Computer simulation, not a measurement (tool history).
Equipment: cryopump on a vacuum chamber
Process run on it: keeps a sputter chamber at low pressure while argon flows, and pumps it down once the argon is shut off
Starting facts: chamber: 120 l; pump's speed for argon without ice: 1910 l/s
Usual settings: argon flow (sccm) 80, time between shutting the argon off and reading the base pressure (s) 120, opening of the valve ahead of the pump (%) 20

| run | day | argon flow (sccm) | time between shutting the argon off and reading the base pressure (s) | opening of the valve ahead of the pump (%) | pressure while argon flows (Pa) | pressure after the wait (uPa) |
|---|---|---|---|---|---|---|
| 1 | 0 | 80 | 120 | 20 | 0.3548 | 0.62 |
| 2 | 1.804 | 80 | 120 | 16 | 0.4458 | 0.65 |
| 3 | 2.958 | 80 | 120 | 16 | 0.4464 | 0.73 |
| 4 | 3.933 | 91 | 120 | 20 | 0.405 | 0.73 |
| 5 | 5.088 | 91 | 120 | 20 | 0.408 | 0.71 |
| 6 | 6.908 | 91 | 120 | 20 | 0.4103 | 0.76 |
| 7 | 7.788 | 80 | 73 | 20 | 0.3618 | 1.06 |
| 8 | 9.354 | 80 | 73 | 20 | 0.362 | 1.06 |
| 9 | 10.746 | 80 | 120 | 20 | 0.3626 | 0.92 |
| 10 | 11.608 | 80 | 98 | 20 | 0.3611 | 1 |
| 11 | 13.475 | 80 | 120 | 20 | 0.3669 | 0.98 |
| 12 | 14.7 | 80 | 120 | 20 | 0.3668 | 1.04 |
| 13 | 15.917 | 80 | 120 | 50 | 0.1563 | 1 |
| 14 | 17.6 | 80 | 120 | 20 | 0.3705 | 1.07 |
| 15 | 18.938 | 80 | 120 | 20 | 0.3737 | 1.12 |
| 16 | 20.754 | 80 | 210 | 20 | 0.3742 | 0.99 |
| 17 | 21.596 | 107 | 120 | 20 | 0.5009 | 1.18 |
| 18 | 22.575 | 80 | 120 | 20 | 0.3761 | 1.17 |
| 19 | 23.529 | 125 | 219 | 20 | 0.5871 | 1.07 |
| 20 | 25.375 | 125 | 150 | 29 | 0.4163 | 1.21 |
| 21 | 26.633 | 63 | 150 | 22 | 0.2735 | 1.25 |
| 22 | 28.192 | 63 | 39 | 39 | 0.1645 | 2.22 |
| 23 | 29.308 | 63 | 39 | 39 | 0.1648 | 2.2 |
| 24 | 31.162 | 80 | 119 | 31 | 0.2607 | 1.52 |
| 25 | 32.254 | 80 | 119 | 31 | 0.2606 | 1.56 |
|  | 33.75 | pump warmed up, emptied and cooled again |
| 26 | 34.338 | 80 | 47 | 41 | 0.1755 | 1.8 |
| 27 | 35.858 | 80 | 47 | 41 | 0.1746 | 1.82 |
| 28 | 37.662 | 80 | 47 | 41 | 0.1766 | 1.86 |
| 29 | 38.521 | 80 | 47 | 36 | 0.2007 | 1.89 |
| 30 | 39.992 | 43 | 143 | 20 | 0.1929 | 1.36 |
| 31 | 40.988 | 80 | 42 | 30 | 0.2432 | 2.09 |
| 32 | 41.762 | 80 | 42 | 43 | 0.1703 | 2.14 |
| 33 | 42.792 | 45 | 268 | 55 | 0.0762 | 1.23 |
| 34 | 43.804 | 80 | 120 | 37 | 0.1992 | 1.47 |
| 35 | 44.721 | 34 | 37 | 25 | 0.1247 | 2.34 |

3 ways to go on from here, each from the tool as it stands after run 35. What would each give?
| A | 45.683 | 44 | 120 | 18 | ? | ? |
| B | 45.683 | 44 | 48 | 20 | ? | ? |
| C | 45.683 | 80 | 116 | 25 | ? | ? |

| run | pressure while argon flows (Pa) | pressure after the wait (uPa) |
|---|---|---|
| A | 0.224 | 1.6 |
| B | 0.1989 | 2.1 |
| C | 0.2937 | 1.55 |
Without the tool's hidden state the same runs would have given:
| run | pressure while argon flows (Pa) | pressure after the wait (uPa) |
|---|---|---|
| A | 0.2187 | 0.55 |
| B | 0.1937 | 1.07 |
| C | 0.2841 | 0.54 |
